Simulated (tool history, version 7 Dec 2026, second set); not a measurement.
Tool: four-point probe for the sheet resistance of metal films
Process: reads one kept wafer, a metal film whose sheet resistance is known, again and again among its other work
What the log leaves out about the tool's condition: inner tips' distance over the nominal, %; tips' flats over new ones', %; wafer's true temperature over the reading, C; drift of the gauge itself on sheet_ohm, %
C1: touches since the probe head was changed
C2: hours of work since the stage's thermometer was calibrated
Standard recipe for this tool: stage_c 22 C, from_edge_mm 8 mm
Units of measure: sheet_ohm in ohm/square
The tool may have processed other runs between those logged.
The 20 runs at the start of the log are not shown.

run 21 day=66.667 | stage_c=22 from_edge_mm=8 | C1=4094 C2=520 | sheet_ohm=1.452209
run 22 day=69.954 | stage_c=22 from_edge_mm=4 | C1=8062 C2=567 | sheet_ohm=1.487249
run 23 day=73.042 | stage_c=22 from_edge_mm=4 | C1=11791 C2=611 | sheet_ohm=1.488060
run 24 day=76.717 | stage_c=22 from_edge_mm=29 | C1=16232 C2=664 | sheet_ohm=1.442585
run 25 day=80.067 | stage_c=34 from_edge_mm=12 | C1=20279 C2=712 | sheet_ohm=1.443725
run 26 day=83.142 | stage_c=19 from_edge_mm=10 | C1=23999 C2=756 | sheet_ohm=1.451988
run 27 day=86.300 | stage_c=22 from_edge_mm=41 | C1=27811 C2=802 | sheet_ohm=1.444275
run 28 day=90.138 | stage_c=22 from_edge_mm=41 | C1=32450 C2=857 | sheet_ohm=1.444563
run 29 day=93.867 | stage_c=21 from_edge_mm=26 | C1=36957 C2=910 | sheet_ohm=1.446239
run 30 day=96.958 | stage_c=20 from_edge_mm=15 | C1=40690 C2=955 | sheet_ohm=1.449765

Forecast run 31:
run 31 day=101.567 | stage_c=20 from_edge_mm=15 | C1=46260 C2=1021 | sheet_ohm=?

sheet_ohm: 1.450208 ohm/square
Had the tool carried no hidden state, the very same run would have given sheet_ohm 1.445637 ohm/square.
